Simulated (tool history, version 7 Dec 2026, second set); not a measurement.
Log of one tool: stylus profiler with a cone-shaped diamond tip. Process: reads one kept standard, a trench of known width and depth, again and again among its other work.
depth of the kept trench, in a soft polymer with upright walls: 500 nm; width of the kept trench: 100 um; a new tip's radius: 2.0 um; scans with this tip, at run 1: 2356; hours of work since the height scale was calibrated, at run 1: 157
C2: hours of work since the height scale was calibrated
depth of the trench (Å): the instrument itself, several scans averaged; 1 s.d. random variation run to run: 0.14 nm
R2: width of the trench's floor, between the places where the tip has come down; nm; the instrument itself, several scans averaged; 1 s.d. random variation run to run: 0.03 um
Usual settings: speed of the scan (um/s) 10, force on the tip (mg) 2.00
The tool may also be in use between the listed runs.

Run 1, hour 0.0: usual settings; scans with this tip 2356; C2 157. Result: depth of the trench (Å) 5051.1, R2 96790 nm.
Run 2, hour 31.6: usual settings; scans with this tip 2591; C2 173. Result: depth of the trench (Å) 5046.5, R2 96790 nm.
Run 3, hour 63.2: usual settings; scans with this tip 2827; C2 188. Result: depth of the trench (Å) 5050.0, R2 96720 nm.
Run 4, hour 100.0: usual settings; scans with this tip 3102; C2 207. Result: depth of the trench (Å) 5054.3, R2 96720 nm.
Run 5, hour 121.8: usual settings; scans with this tip 3264; C2 218. Result: depth of the trench (Å) 5053.3, R2 96650 nm.
Run 6, hour 161.6: usual settings; scans with this tip 3561; C2 237. Result: depth of the trench (Å) 5056.0, R2 96580 nm.
Run 7, hour 211.2: usual settings; scans with this tip 3931; C2 262. Result: depth of the trench (Å) 5053.2, R2 96580 nm.
Run 8, hour 260.5: usual settings; scans with this tip 4298; C2 287. Result: depth of the trench (Å) 5053.7, R2 96510 nm.
Run 9, hour 294.1: usual settings; scans with this tip 4548; C2 303. Result: depth of the trench (Å) 5055.4, R2 96510 nm.
Run 10, hour 334.0: usual settings; scans with this tip 4846; C2 323. Result: depth of the trench (Å) 5055.1, R2 96420 nm.
Run 11, hour 365.8: usual settings; scans with this tip 5083; C2 339. Result: depth of the trench (Å) 5054.6, R2 96430 nm.
Run 12, hour 391.5: usual settings; scans with this tip 5275; C2 352. Result: depth of the trench (Å) 5055.1, R2 96400 nm.
Run 13, hour 438.3: usual settings; scans with this tip 5624; C2 375. Result: depth of the trench (Å) 5054.3, R2 96380 nm.
Run 14, hour 466.9: usual settings but speed of the scan (um/s) 3; scans with this tip 5837; C2 389. Result: depth of the trench (Å) 5058.9, R2 96280 nm.
Run 15, hour 506.3: usual settings but speed of the scan (um/s) 3, force on the tip (mg) 4.51; scans with this tip 6131; C2 409. Result: depth of the trench (Å) 5088.9, R2 96290 nm.
Run 16, hour 547.3: usual settings but speed of the scan (um/s) 3, force on the tip (mg) 4.51; scans with this tip 6437; C2 429. Result: depth of the trench (Å) 5088.2, R2 96300 nm.
Run 17, hour 571.8: usual settings but speed of the scan (um/s) 3, force on the tip (mg) 4.51; scans with this tip 6619; C2 441. Result: depth of the trench (Å) 5090.1, R2 96270 nm.
Run 18, hour 611.7: usual settings but speed of the scan (um/s) 3, force on the tip (mg) 4.51; scans with this tip 6916; C2 461. Result: depth of the trench (Å) 5090.5, R2 96190 nm.
Run 19, hour 637.4: usual settings but speed of the scan (um/s) 3, force on the tip (mg) 4.51; scans with this tip 7108; C2 474. Result: depth of the trench (Å) 5093.2, R2 96250 nm.
Run 20, hour 679.7: usual settings but speed of the scan (um/s) 3, force on the tip (mg) 4.51; scans with this tip 7424; C2 495. Result: depth of the trench (Å) 5091.7, R2 96200 nm.
Run 21, hour 702.1: usual settings; scans with this tip 7591; C2 506. Result: depth of the trench (Å) 5057.8, R2 96080 nm.
Run 22, hour 728.7: usual settings; scans with this tip 7789; C2 519. Result: depth of the trench (Å) 5056.1, R2 96060 nm.
Run 23, hour 779.6: usual settings; scans with this tip 8169; C2 545. Result: depth of the trench (Å) 5057.2, R2 96030 nm.
Run 24, hour 807.1: usual settings but force on the tip (mg) 0.86; scans with this tip 8374; C2 558. Result: depth of the trench (Å) 5037.9, R2 95940 nm.
Run 25, hour 845.0: usual settings but speed of the scan (um/s) 4; scans with this tip 8656; C2 577. Result: depth of the trench (Å) 5056.8, R2 95940 nm.
Run 26, hour 869.2: usual settings but speed of the scan (um/s) 9, force on the tip (mg) 1.94; scans with this tip 8837; C2 589. Result: depth of the trench (Å) 5057.2, R2 95980 nm.
Run 27, hour 897.0: usual settings but speed of the scan (um/s) 12, force on the tip (mg) 1.21; scans with this tip 9044; C2 603. Result: depth of the trench (Å) 5043.4, R2 95840 nm.
Run 28, hour 930.1: usual settings but speed of the scan (um/s) 12, force on the tip (mg) 1.21; scans with this tip 9291; C2 619. Result: depth of the trench (Å) 5046.3, R2 95910 nm.
Run 29, hour 953.0: usual settings but speed of the scan (um/s) 13, force on the tip (mg) 1.47; scans with this tip 9461; C2 631. Result: depth of the trench (Å) 5049.5, R2 95810 nm.
Run 30, hour 999.6: usual settings but speed of the scan (um/s) 4, force on the tip (mg) 1.47; scans with this tip 9809; C2 654. Result: depth of the trench (Å) 5050.0, R2 95910 nm.
Run 31, hour 1025.1: usual settings but speed of the scan (um/s) 3, force on the tip (mg) 2.52; scans with this tip 9999; C2 667. Result: depth of the trench (Å) 5068.9, R2 95810 nm.
Run 32, hour 1059.1: usual settings but force on the tip (mg) 1.99; scans with this tip 10253; C2 684. Result: depth of the trench (Å) 5060.6, R2 95790 nm.
At hour 1062.2: height scale calibrated on a step standard.
Run 33, hour 1108.1: usual settings but force on the tip (mg) 1.99; scans with this tip 10614; C2 23. Result: depth of the trench (Å) 5068.4, R2 95720 nm.
Run 34, hour 1139.8: usual settings but speed of the scan (um/s) 3, force on the tip (mg) 2.04; scans with this tip 10850; C2 39. Result: depth of the trench (Å) 5071.0, R2 95770 nm.
Run 35, hour 1166.4: usual settings but speed of the scan (um/s) 19, force on the tip (mg) 1.01; scans with this tip 11049; C2 52. Result: depth of the trench (Å) 5052.0, R2 95540 nm.
Run 36, hour 1200.0: usual settings but speed of the scan (um/s) 19, force on the tip (mg) 1.01; scans with this tip 11299; C2 68. Result: depth of the trench (Å) 5050.4, R2 95600 nm.
Run 37, hour 1223.1: usual settings but speed of the scan (um/s) 13, force on the tip (mg) 2.07; scans with this tip 11471; C2 80. Result: depth of the trench (Å) 5069.0, R2 95640 nm.
Run 38, hour 1269.5: usual settings but speed of the scan (um/s) 13, force on the tip (mg) 2.07; scans with this tip 11818; C2 103. Result: depth of the trench (Å) 5070.4, R2 95600 nm.
Run 39, hour 1319.6: usual settings but force on the tip (mg) 1.34; scans with this tip 12191; C2 128. Result: depth of the trench (Å) 5057.7, R2 95570 nm.
Run 40, hour 1351.0: usual settings but speed of the scan (um/s) 22, force on the tip (mg) 1.78; scans with this tip 12425; C2 144. Result: depth of the trench (Å) 5069.2, R2 95410 nm.
At hour 1372.3: height scale calibrated on a step standard, once more.
Run 41, hour 1386.5: usual settings but speed of the scan (um/s) 5, force on the tip (mg) 4.73; scans with this tip 12686; C2 7. Result: depth of the trench (Å) 5084.8, R2 95540 nm.
Run 42, hour 1410.9: usual settings but speed of the scan (um/s) 7, force on the tip (mg) 5.81; scans with this tip 12868; C2 19. Result: depth of the trench (Å) 5095.7, R2 95450 nm.
Run 43, hour 1452.9: usual settings but force on the tip (mg) 1.09; scans with this tip 13181; C2 40. Result: depth of the trench (Å) 5031.3, R2 95410 nm.
Run 44, hour 1493.7: usual settings but force on the tip (mg) 1.09; scans with this tip 13486; C2 60. Result: depth of the trench (Å) 5031.9, R2 95380 nm.
Run 45, hour 1530.5: usual settings but force on the tip (mg) 1.09; scans with this tip 13760; C2 79. Result: depth of the trench (Å) 5033.1, R2 95310 nm.
Run 46, hour 1580.2: usual settings but speed of the scan (um/s) 4, force on the tip (mg) 0.87; scans with this tip 14130; C2 103. Result: depth of the trench (Å) 5029.4, R2 95360 nm.

Below are 4 alternative next runs, each starting from the tool's condition after run 46. Predict each:
Run A, hour 1615.2: usual settings but force on the tip (mg) 2.84; scans with this tip 14391; C2 121. Result: depth of the trench (Å) ?, R2 ?.
Run B, hour 1615.2: usual settings but speed of the scan (um/s) 7, force on the tip (mg) 3.68; scans with this tip 14391; C2 121. Result: depth of the trench (Å) ?, R2 ?.
Run C, hour 1615.2: usual settings but speed of the scan (um/s) 40, force on the tip (mg) 0.87; scans with this tip 14391; C2 121. Result: depth of the trench (Å) ?, R2 ?.
Run D, hour 1615.2: usual settings but speed of the scan (um/s) 14, force on the tip (mg) 1.40; scans with this tip 14391; C2 121. Result: depth of the trench (Å) ?, R2 ?.

run  depth of the trench (Å)     R2
  A                   5063.0  95330
  B                   5070.3  95300
  C                   5028.7  95000
  D                   5039.6  95250
Without the tool's unlogged condition, the same runs would have read:
run  depth of the trench (Å)     R2
  A                   5061.5  97330
  B                   5068.8  97300
  C                   5027.2  97000
  D                   5038.1  97250

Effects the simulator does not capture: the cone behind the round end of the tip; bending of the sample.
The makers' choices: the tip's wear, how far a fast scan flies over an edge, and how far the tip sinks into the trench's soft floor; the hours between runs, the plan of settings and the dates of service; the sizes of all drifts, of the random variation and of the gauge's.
